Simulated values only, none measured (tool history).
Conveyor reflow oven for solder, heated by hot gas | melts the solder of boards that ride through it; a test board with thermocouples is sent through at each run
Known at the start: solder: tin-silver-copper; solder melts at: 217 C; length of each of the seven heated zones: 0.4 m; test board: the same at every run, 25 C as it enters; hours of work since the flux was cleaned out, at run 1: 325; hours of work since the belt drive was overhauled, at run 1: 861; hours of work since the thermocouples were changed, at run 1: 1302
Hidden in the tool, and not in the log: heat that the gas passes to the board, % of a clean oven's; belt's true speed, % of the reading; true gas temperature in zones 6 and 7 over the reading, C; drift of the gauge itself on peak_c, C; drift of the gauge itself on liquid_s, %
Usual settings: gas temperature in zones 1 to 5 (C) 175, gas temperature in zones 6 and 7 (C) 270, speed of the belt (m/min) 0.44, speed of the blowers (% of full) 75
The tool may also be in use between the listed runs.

run	hour	gas temperature in zones 1 to 5 (C)	gas temperature in zones 6 and 7 (C)	speed of the belt (m/min)	speed of the blowers (% of full)	hours of work since the flux was cleaned out	hours of work since the belt drive was overhauled	hours of work since the thermocouples were changed	highest temperature of the board (C)	time above the solder's melting point (s)
1	0	175	270	0.44	75	325	861	1302	257.7	87.7
# hour 13.3: thermocouples of zones 6 and 7 changed
# hour 64.4: flux residue cleaned out of gas plates and filters
2	67.4	175	270	0.44	75	2	906	36	257.4	88.3
3	141.4	175	270	0.44	75	57	961	91	257.6	88.9
4	198.3	175	270	0.44	75	99	1003	133	257	87.8
5	246.6	175	270	0.44	75	135	1039	169	257.9	88.1
6	298.3	175	270	0.44	75	173	1077	208	257.2	88.1
7	339.2	176	270	0.44	75	204	1107	238	257.4	89.2
8	388.4	176	270	0.44	75	240	1144	275	256.9	87.9
9	445.3	175	270	0.44	75	283	1186	317	257.3	87.5
10	490.2	175	270	0.44	75	316	1219	350	256.9	88.3
11	529.4	175	270	0.44	75	345	1248	379	257.3	87.6
# hour 561.9: flux residue cleaned out of gas plates and filters
12	601.6	175	270	0.44	75	29	1298	429	258.1	88.1
13	646	175	270	0.44	75	62	1331	462	257.7	88.3
14	707.1	175	262	0.44	75	108	1377	507	250	81.1
15	742.2	165	262	0.44	75	134	1403	533	249.4	76.2
16	801.5	171	273	0.39	57	178	1447	577	257.4	96.3
17	866.5	171	268	0.511	72	226	1495	625	250.1	66
18	934.3	169	273	0.44	75	276	1545	676	259	86.6
19	969.6	169	273	0.44	75	302	1571	702	259	86.4
20	1005.4	169	278	0.474	75	329	1598	729	261.3	81.7
21	1041.3	171	279	0.474	75	356	1624	755	262.8	83.6
# hour 1062.9: flux residue cleaned out of gas plates and filters
22	1089.1	179	270	0.406	75	19	1656	787	260.4	100.5
23	1127.5	179	269	0.406	67	48	1685	815	257.1	97
# hour 1174.1: belt drive overhauled, speed set with a stopwatch
24	1186.8	179	269	0.406	67	89	9	856	257.6	97.7
25	1241.2	179	269	0.406	67	129	50	897	256.8	96.7
26	1279.9	179	269	0.406	67	158	79	925	257	97.7
27	1312.6	175	261	0.44	75	182	103	950	249.2	80.9
28	1365.6	187	270	0.464	75	222	142	989	257.6	89.3
29	1409.3	187	270	0.464	75	254	174	1021	256.7	89
30	1445.4	167	268	0.464	72	281	201	1048	251.6	74

Hidden state or all else? Some run-to-run changes of time above the solder's melting point (s), split into what the settings, what came in and random variation would give without the hidden state, and what is left for the hidden state (with any gauge scatter that isn't in both results):
Run 11 -> 12: flux residue cleaned out of gas plates and filters. time above the solder's melting point (s) +0.5: hidden state +0.4, all else +0.1.
Run 15 -> 16: gas temperature in zones 1 to 5 (C) 165 -> 171, gas temperature in zones 6 and 7 (C) 262 -> 273, speed of the belt (m/min) 0.44 -> 0.39, speed of the blowers (% of full) 75 -> 57. time above the solder's melting point (s) +20.1: hidden state +0.2, all else +19.9.
Run 16 -> 17: gas temperature in zones 6 and 7 (C) 273 -> 268, speed of the belt (m/min) 0.39 -> 0.511, speed of the blowers (% of full) 57 -> 72. time above the solder's melting point (s) -30.3: hidden state -0.2, all else -30.1.
Run 17 -> 18: gas temperature in zones 1 to 5 (C) 171 -> 169, gas temperature in zones 6 and 7 (C) 268 -> 273, speed of the belt (m/min) 0.511 -> 0.44, speed of the blowers (% of full) 72 -> 75. time above the solder's melting point (s) +20.6: hidden state +0, all else +20.6.
Run 21 -> 22: gas temperature in zones 1 to 5 (C) 171 -> 179, gas temperature in zones 6 and 7 (C) 279 -> 270, speed of the belt (m/min) 0.474 -> 0.406, flux residue cleaned out of gas plates and filters. time above the solder's melting point (s) +16.9: hidden state +0.3, all else +16.6.
Run 23 -> 24: belt drive overhauled, speed set with a stopwatch. time above the solder's melting point (s) +0.7: hidden state -0.4, all else +1.1.
